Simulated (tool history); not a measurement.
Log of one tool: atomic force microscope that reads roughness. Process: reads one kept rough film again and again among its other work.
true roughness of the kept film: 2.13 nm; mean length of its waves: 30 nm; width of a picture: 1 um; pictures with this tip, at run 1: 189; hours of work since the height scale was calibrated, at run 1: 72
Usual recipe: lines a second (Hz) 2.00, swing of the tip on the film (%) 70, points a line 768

run	hour	lines a second (Hz)	swing of the tip on the film (%)	points a line	pictures with this tip	hours of work since the height scale was calibrated	roughness of the kept film (nm (root mean square))
1	0.0	2.00	70	768	189	72	1.488
# hour 8.7: new tip fitted
2	13.8	2.00	78	768	10	81	1.720
3	31.4	2.00	70	822	42	93	1.742
4	47.4	2.00	70	822	71	104	1.684
5	68.1	2.00	70	822	110	119	1.620
6	81.4	2.33	70	768	134	128	1.566
7	94.7	2.00	70	768	158	137	1.563
8	106.0	2.00	70	768	179	145	1.529
# hour 120.2: new tip fitted
9	120.2	2.00	70	768	0	155	1.822
10	144.6	2.00	70	768	45	172	1.740
11	162.1	2.00	70	768	77	184	1.681
12	178.8	2.00	70	768	108	196	1.651
13	197.3	2.00	70	768	142	208	1.589
14	208.3	2.00	70	768	162	216	1.566
15	230.4	3.36	69	950	202	231	1.434
# hour 233.0: new tip fitted
16	246.7	0.80	65	768	25	242	1.879
17	266.8	0.80	65	768	62	256	1.816
18	290.4	0.80	65	768	106	273	1.732
19	311.7	2.14	83	1019	145	288	1.441
20	332.1	2.54	70	768	182	302	1.484
# hour 344.9: new tip fitted
21	356.3	1.14	77	524	21	318	1.788
22	370.7	1.14	77	524	47	328	1.753
23	397.1	2.00	80	640	95	347	1.547
24	418.3	2.00	80	640	135	362	1.502
25	436.3	2.00	80	640	167	374	1.443
26	452.9	0.80	63	768	198	386	1.620
# hour 458.6: new tip fitted
27	475.0	1.81	62	393	30	401	1.834

Branching from run 27: 4 alternative next runs. What would each branch give?
A	493.1	1.81	61	393	63	413	?
B	493.1	2.79	61	442	63	413	?
C	493.1	3.23	70	473	63	413	?
D	493.1	2.95	60	887	63	413	?

run	roughness of the kept film (nm (root mean square))
A	1.796
B	1.738
C	1.632
D	1.746
With no hidden state in the tool, these same runs would have given:
run	roughness of the kept film (nm (root mean square))
A	1.905
B	1.844
C	1.731
D	1.852

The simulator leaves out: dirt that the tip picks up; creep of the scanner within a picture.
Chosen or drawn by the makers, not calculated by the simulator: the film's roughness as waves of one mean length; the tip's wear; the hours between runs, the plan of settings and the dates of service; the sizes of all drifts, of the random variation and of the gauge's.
